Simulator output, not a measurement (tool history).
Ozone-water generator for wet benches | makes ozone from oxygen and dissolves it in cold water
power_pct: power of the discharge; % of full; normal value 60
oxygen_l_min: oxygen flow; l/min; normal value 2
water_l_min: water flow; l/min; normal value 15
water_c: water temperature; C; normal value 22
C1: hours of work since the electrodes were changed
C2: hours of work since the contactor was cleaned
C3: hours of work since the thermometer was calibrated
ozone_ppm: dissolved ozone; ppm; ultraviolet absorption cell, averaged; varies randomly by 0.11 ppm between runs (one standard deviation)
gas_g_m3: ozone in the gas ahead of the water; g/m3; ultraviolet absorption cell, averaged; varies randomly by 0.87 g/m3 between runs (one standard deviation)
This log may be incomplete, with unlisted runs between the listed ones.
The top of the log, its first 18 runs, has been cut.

Run 19, hour 824.4: usual settings but power_pct 64 % of full, oxygen_l_min 1.14 l/min, water_c 28 C; C1 2444; C2 635; C3 423. Result: ozone_ppm 6.7 ppm, gas_g_m3 185.8 g/m3.
Run 20, hour 858: usual settings but power_pct 64 % of full, oxygen_l_min 1.14 l/min, water_c 28 C; C1 2475; C2 667; C3 454. Result: ozone_ppm 6.7 ppm, gas_g_m3 185.4 g/m3.
Run 21, hour 895.4: usual settings but power_pct 64 % of full, oxygen_l_min 3.33 l/min, water_l_min 10 l/min, water_c 28 C; C1 2510; C2 702; C3 489. Result: ozone_ppm 11.3 ppm, gas_g_m3 117.8 g/m3.
Run 22, hour 945.8: usual settings but power_pct 64 % of full, oxygen_l_min 3.33 l/min, water_l_min 10 l/min, water_c 28 C; C1 2557; C2 749; C3 536. Result: ozone_ppm 11.3 ppm, gas_g_m3 118.1 g/m3.
Run 23, hour 1011.4: usual settings but oxygen_l_min 1.55 l/min, water_c 15 C; C1 2618; C2 810; C3 597. Result: ozone_ppm 7.5 ppm, gas_g_m3 152.9 g/m3.
Run 24, hour 1059.6: usual settings but power_pct 43 % of full, oxygen_l_min 1.75 l/min, water_l_min 13 l/min, water_c 14 C; C1 2663; C2 854; C3 641. Result: ozone_ppm 6.7 ppm, gas_g_m3 108.7 g/m3.
Run 25, hour 1116.6: usual settings but power_pct 70 % of full, oxygen_l_min 1.74 l/min, water_l_min 11 l/min, water_c 29 C; C1 2716; C2 907; C3 695. Result: ozone_ppm 10.7 ppm, gas_g_m3 168.3 g/m3.
Run 26, hour 1148.8: usual settings but power_pct 41 % of full, oxygen_l_min 2.41 l/min, water_l_min 20 l/min, water_c 27 C; C1 2746; C2 937; C3 724. Result: ozone_ppm 4.2 ppm, gas_g_m3 92.2 g/m3.
Run 27, hour 1192.8: usual settings but power_pct 41 % of full, oxygen_l_min 2.41 l/min, water_l_min 20 l/min, water_c 27 C; C1 2787; C2 978; C3 766. Result: ozone_ppm 4.1 ppm, gas_g_m3 90.8 g/m3.
Run 28, hour 1225.6: usual settings but power_pct 41 % of full, oxygen_l_min 2.41 l/min, water_l_min 20 l/min, water_c 27 C; C1 2818; C2 1009; C3 796. Result: ozone_ppm 4.1 ppm, gas_g_m3 91.4 g/m3.

Run 29 has not been measured yet. What should we expect?
Run 29, hour 1280: usual settings but power_pct 41 % of full, oxygen_l_min 2.41 l/min, water_l_min 20 l/min, water_c 27 C; C1 2868; C2 1060; C3 847. Result: ozone_ppm ?, gas_g_m3 ?.

{"run 29": {"ozone_ppm": 4.1, "gas_g_m3": 90.5}}
Minus the tool's unlogged condition, the same run would have read ozone_ppm 4.2 ppm, gas_g_m3 92 g/m3.

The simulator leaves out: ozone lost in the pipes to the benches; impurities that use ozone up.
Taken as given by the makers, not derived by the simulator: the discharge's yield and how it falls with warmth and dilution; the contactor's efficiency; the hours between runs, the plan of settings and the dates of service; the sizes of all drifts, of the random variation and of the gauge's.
